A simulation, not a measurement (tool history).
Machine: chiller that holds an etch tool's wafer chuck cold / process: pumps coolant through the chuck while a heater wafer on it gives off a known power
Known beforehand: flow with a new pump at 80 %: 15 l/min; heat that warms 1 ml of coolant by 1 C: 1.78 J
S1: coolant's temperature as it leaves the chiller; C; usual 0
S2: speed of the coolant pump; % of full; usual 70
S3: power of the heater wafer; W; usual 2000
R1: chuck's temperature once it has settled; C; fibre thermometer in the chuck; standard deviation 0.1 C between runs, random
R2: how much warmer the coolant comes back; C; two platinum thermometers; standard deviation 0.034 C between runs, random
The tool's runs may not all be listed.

| run | hour | S1 | S2 | S3 | R1 | R2 |
|---|---|---|---|---|---|---|
| 1 | 0.0 | 0 | 70 | 2000 | 15.9 | 5.15 |
| 2 | 133.0 | 0 | 70 | 2000 | 15.9 | 5.19 |
| 3 | 287.0 | 0 | 70 | 1477 | 11.6 | 3.82 |
| 4 | 445.9 | 8 | 70 | 2000 | 23.6 | 5.16 |
| 5 | 646.1 | 8 | 70 | 2000 | 23.7 | 5.12 |
| 6 | 771.2 | 8 | 70 | 2000 | 23.8 | 5.15 |
| 7 | 901.4 | 8 | 70 | 2000 | 23.7 | 5.10 |
|  | 1086.4 | coolant changed, channels flushed |
| 8 | 1086.4 | 8 | 70 | 2000 | 23.8 | 5.09 |
| 9 | 1244.9 | 8 | 70 | 2000 | 23.7 | 5.04 |
|  | 1380.9 | chiller's thermometer calibrated |
| 10 | 1386.0 | -1 | 70 | 2000 | 14.7 | 5.08 |
| 11 | 1533.8 | 0 | 86 | 2000 | 13.6 | 3.99 |
| 12 | 1624.0 | 0 | 86 | 2000 | 13.3 | 4.04 |
| 13 | 1731.9 | 0 | 85 | 2000 | 13.5 | 4.02 |
| 14 | 1929.7 | 0 | 85 | 2000 | 13.5 | 4.06 |
| 15 | 2095.4 | 0 | 85 | 2000 | 13.5 | 3.99 |
| 16 | 2284.5 | 7 | 83 | 1128 | 14.7 | 2.19 |
| 17 | 2467.6 | 10 | 70 | 2000 | 25.9 | 4.93 |
| 18 | 2576.3 | 4 | 77 | 2000 | 18.6 | 4.37 |
| 19 | 2694.2 | 0 | 77 | 2000 | 14.8 | 4.36 |
| 20 | 2814.5 | -8 | 70 | 2000 | 7.6 | 4.92 |
| 21 | 3000.6 | -8 | 70 | 2000 | 7.9 | 4.94 |
|  | 3101.4 | gauge calibrated |
| 22 | 3111.0 | 1 | 95 | 2298 | 15.5 | 4.21 |
| 23 | 3292.3 | 1 | 95 | 2298 | 15.3 | 4.28 |
| 24 | 3416.8 | 1 | 95 | 2298 | 15.2 | 4.24 |
| 25 | 3612.7 | 1 | 95 | 2298 | 15.3 | 4.21 |
| 26 | 3741.0 | 6 | 70 | 1162 | 15.3 | 2.93 |

What if the next run were any one of these 4? Each begins from the tool's condition after run 26:
| A | 3912.7 | 5 | 75 | 2656 | ? | ? |
| B | 3912.7 | 5 | 86 | 1038 | ? | ? |
| C | 3912.7 | 9 | 70 | 1171 | ? | ? |
| D | 3912.7 | 6 | 70 | 1659 | ? | ? |

| run | R1 | R2 |
|---|---|---|
| A | 25.0 | 6.31 |
| B | 12.0 | 2.15 |
| C | 18.2 | 2.93 |
| D | 19.2 | 4.23 |
With the hidden condition removed and each run's random variation left untouched, the same runs would have given:
| run | R1 | R2 |
|---|---|---|
| A | 25.0 | 6.39 |
| B | 12.0 | 2.23 |
| C | 18.2 | 3.00 |
| D | 19.2 | 4.30 |
